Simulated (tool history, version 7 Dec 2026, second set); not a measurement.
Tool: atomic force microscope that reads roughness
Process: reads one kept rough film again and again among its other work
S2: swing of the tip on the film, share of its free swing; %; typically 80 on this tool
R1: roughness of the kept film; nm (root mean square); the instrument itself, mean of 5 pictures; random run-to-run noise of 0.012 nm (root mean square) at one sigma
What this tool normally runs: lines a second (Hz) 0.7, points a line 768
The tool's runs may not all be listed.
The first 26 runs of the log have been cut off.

Run 27, day 18.383: usual settings but lines a second (Hz) 1.797, S2 78 %, points a line 798. Result: R1 2.709 nm (root mean square).
Run 28, day 18.767: usual settings but lines a second (Hz) 1.797, S2 78 %, points a line 798. Result: R1 2.698 nm (root mean square).
Run 29, day 19.329: usual settings but lines a second (Hz) 1.797, S2 78 %, points a line 798. Result: R1 2.703 nm (root mean square).
Run 30, day 20.171: usual settings but lines a second (Hz) 1.851, S2 83 %, points a line 746. Result: R1 2.564 nm (root mean square).
Run 31, day 20.767: usual settings but points a line 271. Result: R1 2.824 nm (root mean square).
Run 32, day 21.512: usual settings but lines a second (Hz) 0.542. Result: R1 2.949 nm (root mean square).
At day 21.817: new tip fitted.
Run 33, day 22.058: usual settings but S2 56 %, points a line 305. Result: R1 3.018 nm (root mean square).
Run 34, day 22.754: usual settings but lines a second (Hz) 2.953, S2 56 %, points a line 369. Result: R1 2.887 nm (root mean square).
Run 35, day 23.183: usual settings but lines a second (Hz) 1.138, S2 81 %, points a line 772. Result: R1 2.788 nm (root mean square).
Run 36, day 23.767: usual settings but lines a second (Hz) 1.138, S2 81 %, points a line 772. Result: R1 2.791 nm (root mean square).
Run 37, day 24.121: usual settings but lines a second (Hz) 0.901, S2 67 %, points a line 373. Result: R1 2.931 nm (root mean square).
Run 38, day 24.496: usual settings but S2 63 %, points a line 281. Result: R1 2.95 nm (root mean square).

Each row is a separate what-if for the run after 38, all from the same tool condition, not one after another. Results?
Run A, day 25.025: usual settings but lines a second (Hz) 0.819, S2 81 %, points a line 707. Result: R1 ?.
Run B, day 25.025: usual settings but S2 68 %, points a line 600. Result: R1 ?.
Run C, day 25.025: usual settings but lines a second (Hz) 0.73, S2 63 %, points a line 461. Result: R1 ?.

run     R1
  A  2.847
  B  2.988
  C  2.992
The same runs, with their run-to-run variation unchanged, on a tool lacking any hidden condition would have given:
run     R1
  A  2.856
  B  2.997
  C  3.001
